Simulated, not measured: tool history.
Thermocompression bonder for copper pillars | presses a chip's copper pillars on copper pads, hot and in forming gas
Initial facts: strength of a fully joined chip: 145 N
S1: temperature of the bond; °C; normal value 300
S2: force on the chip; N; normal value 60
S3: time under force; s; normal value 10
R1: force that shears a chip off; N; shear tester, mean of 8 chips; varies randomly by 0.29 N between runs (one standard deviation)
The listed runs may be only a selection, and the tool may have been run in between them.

run	hour	S1	S2	S3	R1
1	0.0	300	60	10	90.2
2	72.9	300	60	10	89.9
3	112.5	300	60	10	90.3
4	198.6	300	60	10	90.3
5	252.5	300	82	10	99.9
6	324.3	300	82	10	100.1
# hour 383.6: forming gas filter changed
7	417.5	300	82	10	104.8
8	496.5	300	82	10	103.7
9	551.0	300	60	10	93.9
# hour 561.5: heater calibrated with a thermocouple chip
10	603.9	300	60	10	90.0
11	683.2	300	60	10	89.5
12	777.9	308	55	10	92.8
13	847.8	288	55	20	95.5
14	894.7	296	59	26	109.9
# hour 919.3: forming gas filter changed
15	957.7	296	59	26	114.2
16	1042.8	300	46	8	78.9
17	1103.3	309	46	8	85.4
18	1163.8	300	81	10	103.0
19	1204.7	302	79	26	123.7
# hour 1232.4: force cell calibrated
20	1248.2	277	77	16	93.4

Selected run-to-run steps in R1, each split into two signed amounts: the part the tool would show with no hidden state at all (from settings, incoming material and random variation), and the remainder, which goes to the hidden state together with any gauge scatter not common to the measured and the hidden-state-free results:
The hidden state here: true temperature of the bond over the reading, C; force that reaches the chip, % of what is set; oxide that the forming gas leaves, % of the face; drift of the gauge itself on shear_n, %.
Run 6 -> 7: forming gas filter changed. R1 +4.7 N: hidden state +4.4, all else +0.3.
Run 14 -> 15: forming gas filter changed. R1 +4.3 N: hidden state +4.8, all else -0.5.
Run 15 -> 16: S1 296 -> 300, S2 59 -> 46, S3 26 -> 8. R1 -35.3 N: hidden state +0.4, all else -35.7.
Run 19 -> 20: S1 302 -> 277, S2 79 -> 77, S3 26 -> 16, force cell calibrated. R1 -30.3 N: hidden state -0.2, all else -30.1.
